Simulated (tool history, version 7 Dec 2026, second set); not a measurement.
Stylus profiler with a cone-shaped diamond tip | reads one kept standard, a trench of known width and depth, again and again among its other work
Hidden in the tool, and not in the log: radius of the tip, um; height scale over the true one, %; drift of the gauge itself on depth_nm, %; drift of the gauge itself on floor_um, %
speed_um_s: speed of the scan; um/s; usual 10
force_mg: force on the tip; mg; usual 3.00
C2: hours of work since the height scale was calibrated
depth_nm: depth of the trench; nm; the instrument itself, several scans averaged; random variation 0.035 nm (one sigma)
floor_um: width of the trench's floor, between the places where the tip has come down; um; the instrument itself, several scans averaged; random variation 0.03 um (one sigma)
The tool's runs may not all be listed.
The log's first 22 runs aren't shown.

{"run": 23, "hour": 686.8, "speed_um_s": 10, "force_mg": 3.0, "scans with this tip": 4168, "C2": 741, "depth_nm": 101.35, "floor_um": 18.2}
{"run": 24, "hour": 720.3, "speed_um_s": 10, "force_mg": 3.0, "scans with this tip": 4256, "C2": 756, "depth_nm": 101.34, "floor_um": 18.19}
{"run": 25, "hour": 755.5, "speed_um_s": 5, "force_mg": 3.71, "scans with this tip": 4349, "C2": 773, "depth_nm": 101.45, "floor_um": 18.16}
{"run": 26, "hour": 782.5, "speed_um_s": 7, "force_mg": 3.31, "scans with this tip": 4420, "C2": 785, "depth_nm": 101.42, "floor_um": 18.12}
{"run": 27, "hour": 812.2, "speed_um_s": 4, "force_mg": 8.0, "scans with this tip": 4498, "C2": 799, "depth_nm": 102.35, "floor_um": 18.18}
{"run": 28, "hour": 846.0, "speed_um_s": 12, "force_mg": 6.5, "scans with this tip": 4587, "C2": 815, "depth_nm": 102.13, "floor_um": 18.15}
{"run": 29, "hour": 881.4, "speed_um_s": 12, "force_mg": 6.5, "scans with this tip": 4680, "C2": 831, "depth_nm": 102.1, "floor_um": 18.13}
{"run": 30, "hour": 916.6, "speed_um_s": 8, "force_mg": 5.51, "scans with this tip": 4773, "C2": 848, "depth_nm": 101.9, "floor_um": 18.11}
{"run": 31, "hour": 945.5, "speed_um_s": 2, "force_mg": 1.27, "scans with this tip": 4849, "C2": 861, "depth_nm": 100.87, "floor_um": 18.09}
{"run": 32, "hour": 972.7, "speed_um_s": 2, "force_mg": 1.27, "scans with this tip": 4920, "C2": 874, "depth_nm": 100.88, "floor_um": 18.1}
{"run": 33, "hour": 993.1, "speed_um_s": 10, "force_mg": 2.64, "scans with this tip": 4974, "C2": 884, "depth_nm": 101.29, "floor_um": 18.1}
{"run": 34, "hour": 1017.0, "speed_um_s": 28, "force_mg": 3.74, "scans with this tip": 5037, "C2": 895, "depth_nm": 101.53, "floor_um": 18.0}
{"run": 35, "hour": 1051.5, "speed_um_s": 28, "force_mg": 3.74, "scans with this tip": 5127, "C2": 911, "depth_nm": 101.53, "floor_um": 18.07}
{"run": 36, "hour": 1078.8, "speed_um_s": 10, "force_mg": 4.35, "scans with this tip": 5199, "C2": 924, "depth_nm": 101.65, "floor_um": 18.05}
{"run": 37, "hour": 1103.2, "speed_um_s": 10, "force_mg": 4.35, "scans with this tip": 5264, "C2": 935, "depth_nm": 101.66, "floor_um": 18.05}
{"run": 38, "hour": 1137.9, "speed_um_s": 10, "force_mg": 1.04, "scans with this tip": 5355, "C2": 951, "depth_nm": 100.81, "floor_um": 18.07}
{"run": 39, "hour": 1165.9, "speed_um_s": 25, "force_mg": 1.44, "scans with this tip": 5428, "C2": 964, "depth_nm": 100.94, "floor_um": 17.96}
{"run": 40, "hour": 1190.6, "speed_um_s": 5, "force_mg": 1.0, "scans with this tip": 5493, "C2": 976, "depth_nm": 100.76, "floor_um": 18.01}
{"run": 41, "hour": 1218.5, "speed_um_s": 5, "force_mg": 4.65, "scans with this tip": 5567, "C2": 989, "depth_nm": 101.81, "floor_um": 18.05}
{"run": 42, "hour": 1236.6, "speed_um_s": 18, "force_mg": 3.0, "scans with this tip": 5614, "C2": 997, "depth_nm": 101.3, "floor_um": 18.06}
{"run": 43, "hour": 1272.5, "speed_um_s": 18, "force_mg": 3.0, "scans with this tip": 5709, "C2": 1014, "depth_nm": 101.34, "floor_um": 18.02}
{"run": 44, "hour": 1303.0, "speed_um_s": 32, "force_mg": 3.43, "scans with this tip": 5789, "C2": 1029, "depth_nm": 101.47, "floor_um": 17.93}
{"run": 45, "hour": 1332.6, "speed_um_s": 10, "force_mg": 3.45, "scans with this tip": 5867, "C2": 1042, "depth_nm": 101.5, "floor_um": 17.99}
{"run": 46, "hour": 1367.4, "speed_um_s": 7, "force_mg": 1.52, "scans with this tip": 5958, "C2": 1059, "depth_nm": 101.01, "floor_um": 17.95}
{"hour": 1381.3, "done": "height scale calibrated on a step standard"}
{"run": 47, "hour": 1398.4, "speed_um_s": 5, "force_mg": 1.52, "scans with this tip": 6039, "C2": 8, "depth_nm": 100.67, "floor_um": 17.99}

3 ways to go on from here, each from the tool as it stands after run 47. What would each give?
{"run": "A", "hour": 1426.0, "speed_um_s": 10, "force_mg": 2.23, "scans with this tip": 6111, "C2": 21, "depth_nm": "?", "floor_um": "?"}
{"run": "B", "hour": 1426.0, "speed_um_s": 2, "force_mg": 7.33, "scans with this tip": 6111, "C2": 21, "depth_nm": "?", "floor_um": "?"}
{"run": "C", "hour": 1426.0, "speed_um_s": 29, "force_mg": 5.13, "scans with this tip": 6111, "C2": 21, "depth_nm": "?", "floor_um": "?"}

run=A depth_nm=100.96 floor_um=17.99
run=B depth_nm=102.04 floor_um=17.99
run=C depth_nm=101.64 floor_um=17.94
Without the tool's hidden state the same runs would have given:
run=A depth_nm=100.94 floor_um=18.74
run=B depth_nm=102.01 floor_um=18.74
run=C depth_nm=101.61 floor_um=18.70
